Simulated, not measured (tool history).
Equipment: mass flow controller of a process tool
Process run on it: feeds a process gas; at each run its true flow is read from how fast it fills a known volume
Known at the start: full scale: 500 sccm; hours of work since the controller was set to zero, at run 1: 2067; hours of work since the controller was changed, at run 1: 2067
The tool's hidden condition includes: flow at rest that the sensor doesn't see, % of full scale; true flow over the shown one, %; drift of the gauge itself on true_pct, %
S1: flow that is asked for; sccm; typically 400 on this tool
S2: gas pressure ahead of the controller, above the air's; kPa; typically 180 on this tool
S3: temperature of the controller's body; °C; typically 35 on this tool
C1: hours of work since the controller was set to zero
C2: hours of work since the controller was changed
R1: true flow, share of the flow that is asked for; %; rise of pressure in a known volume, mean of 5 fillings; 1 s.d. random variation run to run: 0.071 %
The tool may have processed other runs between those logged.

{"run": 1, "hour": 0.0, "S1": 400, "S2": 180, "S3": 35, "C1": 2067, "C2": 2067, "R1": 100.76}
{"run": 2, "hour": 227.8, "S1": 400, "S2": 180, "S3": 35, "C1": 2219, "C2": 2219, "R1": 100.99}
{"run": 3, "hour": 670.7, "S1": 400, "S2": 208, "S3": 35, "C1": 2515, "C2": 2515, "R1": 100.97}
{"run": 4, "hour": 1092.5, "S1": 400, "S2": 180, "S3": 35, "C1": 2796, "C2": 2796, "R1": 101.1}
{"run": 5, "hour": 1405.5, "S1": 400, "S2": 180, "S3": 35, "C1": 3005, "C2": 3005, "R1": 101.3}
{"run": 6, "hour": 1725.9, "S1": 400, "S2": 180, "S3": 35, "C1": 3219, "C2": 3219, "R1": 101.31}
{"run": 7, "hour": 2068.4, "S1": 87, "S2": 180, "S3": 35, "C1": 3447, "C2": 3447, "R1": 100.97}
{"run": 8, "hour": 2519.7, "S1": 87, "S2": 180, "S3": 35, "C1": 3748, "C2": 3748, "R1": 101.02}
{"run": 9, "hour": 2879.1, "S1": 87, "S2": 180, "S3": 35, "C1": 3988, "C2": 3988, "R1": 101.03}
{"run": 10, "hour": 3210.3, "S1": 400, "S2": 180, "S3": 24, "C1": 4209, "C2": 4209, "R1": 100.63}
{"run": 11, "hour": 3597.4, "S1": 400, "S2": 180, "S3": 24, "C1": 4467, "C2": 4467, "R1": 100.68}
{"run": 12, "hour": 4021.4, "S1": 400, "S2": 180, "S3": 24, "C1": 4750, "C2": 4750, "R1": 100.65}
{"run": 13, "hour": 4343.1, "S1": 400, "S2": 180, "S3": 24, "C1": 4965, "C2": 4965, "R1": 100.81}
{"run": 14, "hour": 4800.9, "S1": 400, "S2": 242, "S3": 34, "C1": 5270, "C2": 5270, "R1": 101.75}

What does the tool deliver on the next run?
{"run": 15, "hour": 5170.8, "S1": 400, "S2": 242, "S3": 34, "C1": 5517, "C2": 5517, "R1": "?"}

Run 15 measured R1 101.93 %.
With no hidden state in the tool, this same run would have given R1 100.56 %.

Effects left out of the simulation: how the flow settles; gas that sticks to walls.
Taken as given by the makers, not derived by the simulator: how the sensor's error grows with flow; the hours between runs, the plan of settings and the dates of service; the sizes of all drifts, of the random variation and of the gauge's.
